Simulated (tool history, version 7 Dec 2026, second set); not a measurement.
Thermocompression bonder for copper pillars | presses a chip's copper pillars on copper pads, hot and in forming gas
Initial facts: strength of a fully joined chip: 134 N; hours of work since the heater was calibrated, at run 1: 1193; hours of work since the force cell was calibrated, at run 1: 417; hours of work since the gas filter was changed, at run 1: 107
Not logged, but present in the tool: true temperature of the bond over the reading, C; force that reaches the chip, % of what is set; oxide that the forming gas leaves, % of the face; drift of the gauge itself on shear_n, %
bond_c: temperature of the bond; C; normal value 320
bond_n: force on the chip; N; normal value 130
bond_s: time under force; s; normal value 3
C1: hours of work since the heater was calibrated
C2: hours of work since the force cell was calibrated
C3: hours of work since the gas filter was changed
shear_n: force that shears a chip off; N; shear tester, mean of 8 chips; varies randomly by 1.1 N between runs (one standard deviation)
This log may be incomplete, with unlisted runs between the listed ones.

{"run": 1, "hour": 0.0, "bond_c": 320, "bond_n": 130, "bond_s": 3, "C1": 1193, "C2": 417, "C3": 107, "shear_n": 92.8}
{"hour": 69.6, "done": "forming gas filter changed"}
{"run": 2, "hour": 102.7, "bond_c": 340, "bond_n": 130, "bond_s": 3, "C1": 1270, "C2": 494, "C3": 25, "shear_n": 109.5}
{"run": 3, "hour": 161.8, "bond_c": 340, "bond_n": 130, "bond_s": 3, "C1": 1314, "C2": 538, "C3": 69, "shear_n": 106.2}
{"run": 4, "hour": 254.6, "bond_c": 340, "bond_n": 85, "bond_s": 3, "C1": 1383, "C2": 608, "C3": 139, "shear_n": 79.4}
{"hour": 277.9, "done": "forming gas filter changed"}
{"run": 5, "hour": 327.3, "bond_c": 340, "bond_n": 85, "bond_s": 3, "C1": 1438, "C2": 662, "C3": 37, "shear_n": 85.4}
{"run": 6, "hour": 382.8, "bond_c": 340, "bond_n": 85, "bond_s": 3, "C1": 1479, "C2": 703, "C3": 79, "shear_n": 83.1}
{"run": 7, "hour": 437.5, "bond_c": 340, "bond_n": 85, "bond_s": 3, "C1": 1520, "C2": 744, "C3": 120, "shear_n": 81.5}
{"hour": 489.1, "done": "forming gas filter changed"}
{"run": 8, "hour": 504.2, "bond_c": 320, "bond_n": 180, "bond_s": 3, "C1": 1570, "C2": 794, "C3": 11, "shear_n": 115.8}
{"hour": 514.7, "done": "heater calibrated with a thermocouple chip"}
{"run": 9, "hour": 579.6, "bond_c": 320, "bond_n": 87, "bond_s": 3, "C1": 49, "C2": 849, "C3": 66, "shear_n": 73.3}
{"run": 10, "hour": 629.0, "bond_c": 320, "bond_n": 82, "bond_s": 3, "C1": 86, "C2": 886, "C3": 103, "shear_n": 69}
{"hour": 703.1, "done": "forming gas filter changed"}
{"run": 11, "hour": 726.5, "bond_c": 320, "bond_n": 82, "bond_s": 3, "C1": 158, "C2": 959, "C3": 18, "shear_n": 73.2}
{"run": 12, "hour": 789.0, "bond_c": 320, "bond_n": 130, "bond_s": 3, "C1": 205, "C2": 1005, "C3": 64, "shear_n": 96.2}
{"run": 13, "hour": 848.7, "bond_c": 320, "bond_n": 130, "bond_s": 3, "C1": 250, "C2": 1050, "C3": 109, "shear_n": 94.2}
{"hour": 911.1, "done": "forming gas filter changed"}
{"run": 14, "hour": 929.5, "bond_c": 320, "bond_n": 130, "bond_s": 3, "C1": 310, "C2": 1110, "C3": 14, "shear_n": 103}
{"run": 15, "hour": 1027.1, "bond_c": 320, "bond_n": 130, "bond_s": 3, "C1": 383, "C2": 1183, "C3": 87, "shear_n": 95.3}
{"run": 16, "hour": 1104.3, "bond_c": 320, "bond_n": 130, "bond_s": 3, "C1": 441, "C2": 1241, "C3": 145, "shear_n": 93}
{"hour": 1125.2, "done": "forming gas filter changed"}
{"run": 17, "hour": 1198.8, "bond_c": 320, "bond_n": 130, "bond_s": 3, "C1": 511, "C2": 1312, "C3": 55, "shear_n": 98.2}
{"run": 18, "hour": 1290.0, "bond_c": 320, "bond_n": 130, "bond_s": 3, "C1": 580, "C2": 1380, "C3": 123, "shear_n": 91.9}
{"hour": 1333.4, "done": "forming gas filter changed"}
{"run": 19, "hour": 1361.9, "bond_c": 320, "bond_n": 130, "bond_s": 8, "C1": 633, "C2": 1433, "C3": 21, "shear_n": 121.5}
{"run": 20, "hour": 1413.2, "bond_c": 320, "bond_n": 149, "bond_s": 4, "C1": 672, "C2": 1472, "C3": 60, "shear_n": 112.6}
{"run": 21, "hour": 1490.2, "bond_c": 320, "bond_n": 129, "bond_s": 6, "C1": 729, "C2": 1529, "C3": 117, "shear_n": 108.6}
{"hour": 1546.7, "done": "forming gas filter changed"}
{"run": 22, "hour": 1564.5, "bond_c": 320, "bond_n": 129, "bond_s": 6, "C1": 785, "C2": 1585, "C3": 13, "shear_n": 117.8}
{"run": 23, "hour": 1619.1, "bond_c": 320, "bond_n": 130, "bond_s": 6, "C1": 825, "C2": 1626, "C3": 54, "shear_n": 112.9}
{"run": 24, "hour": 1703.5, "bond_c": 320, "bond_n": 130, "bond_s": 6, "C1": 889, "C2": 1689, "C3": 117, "shear_n": 108.3}
{"hour": 1711.1, "done": "force cell calibrated"}
{"run": 25, "hour": 1753.4, "bond_c": 320, "bond_n": 130, "bond_s": 6, "C1": 925, "C2": 32, "C3": 154, "shear_n": 103.1}
{"hour": 1761.1, "done": "forming gas filter changed"}
{"run": 26, "hour": 1856.9, "bond_c": 320, "bond_n": 130, "bond_s": 6, "C1": 1002, "C2": 109, "C3": 72, "shear_n": 115.1}
{"run": 27, "hour": 1931.5, "bond_c": 320, "bond_n": 130, "bond_s": 6, "C1": 1058, "C2": 165, "C3": 128, "shear_n": 108.4}
{"hour": 1976.3, "done": "forming gas filter changed"}
{"run": 28, "hour": 2001.0, "bond_c": 302, "bond_n": 94, "bond_s": 6, "C1": 1110, "C2": 216, "C3": 19, "shear_n": 94}
{"run": 29, "hour": 2071.0, "bond_c": 302, "bond_n": 94, "bond_s": 6, "C1": 1162, "C2": 269, "C3": 71, "shear_n": 90.1}
{"hour": 2086.1, "done": "force cell calibrated, once more"}
{"run": 30, "hour": 2176.0, "bond_c": 302, "bond_n": 94, "bond_s": 6, "C1": 1240, "C2": 67, "C3": 148, "shear_n": 79.1}
{"hour": 2187.3, "done": "forming gas filter changed"}
{"run": 31, "hour": 2271.0, "bond_c": 302, "bond_n": 94, "bond_s": 6, "C1": 1310, "C2": 138, "C3": 63, "shear_n": 84.2}
{"run": 32, "hour": 2337.5, "bond_c": 342, "bond_n": 146, "bond_s": 6, "C1": 1360, "C2": 188, "C3": 113, "shear_n": 118}
{"hour": 2398.5, "done": "forming gas filter changed"}
{"run": 33, "hour": 2398.5, "bond_c": 291, "bond_n": 147, "bond_s": 5, "C1": 1405, "C2": 233, "C3": 0, "shear_n": 105}
{"run": 34, "hour": 2457.5, "bond_c": 294, "bond_n": 121, "bond_s": 3, "C1": 1450, "C2": 277, "C3": 44, "shear_n": 80.4}
{"run": 35, "hour": 2550.1, "bond_c": 294, "bond_n": 87, "bond_s": 3, "C1": 1519, "C2": 347, "C3": 114, "shear_n": 58.9}
{"hour": 2610.9, "done": "forming gas filter changed"}
{"hour": 2625.6, "done": "heater calibrated with a thermocouple chip"}
{"run": 36, "hour": 2646.2, "bond_c": 294, "bond_n": 87, "bond_s": 3, "C1": 15, "C2": 417, "C3": 25, "shear_n": 61.7}
{"run": 37, "hour": 2747.4, "bond_c": 320, "bond_n": 130, "bond_s": 8, "C1": 91, "C2": 493, "C3": 101, "shear_n": 112}
{"hour": 2825.4, "done": "forming gas filter changed"}
{"run": 38, "hour": 2833.9, "bond_c": 335, "bond_n": 130, "bond_s": 3, "C1": 156, "C2": 557, "C3": 6, "shear_n": 108.2}

Below are 3 alternative next runs, each starting from the tool's condition after run 38. Predict each:
{"run": "A", "hour": 2896.7, "bond_c": 320, "bond_n": 139, "bond_s": 3, "C1": 203, "C2": 604, "C3": 53, "shear_n": "?"}
{"run": "B", "hour": 2896.7, "bond_c": 302, "bond_n": 98, "bond_s": 5, "C1": 203, "C2": 604, "C3": 53, "shear_n": "?"}
{"run": "C", "hour": 2896.7, "bond_c": 335, "bond_n": 130, "bond_s": 2, "C1": 203, "C2": 604, "C3": 53, "shear_n": "?"}

run=A shear_n=103.1
run=B shear_n=84.7
run=C shear_n=95.6
With no hidden state in the tool, these same runs would have given:
run=A shear_n=104.4
run=B shear_n=84.9
run=C shear_n=96.6
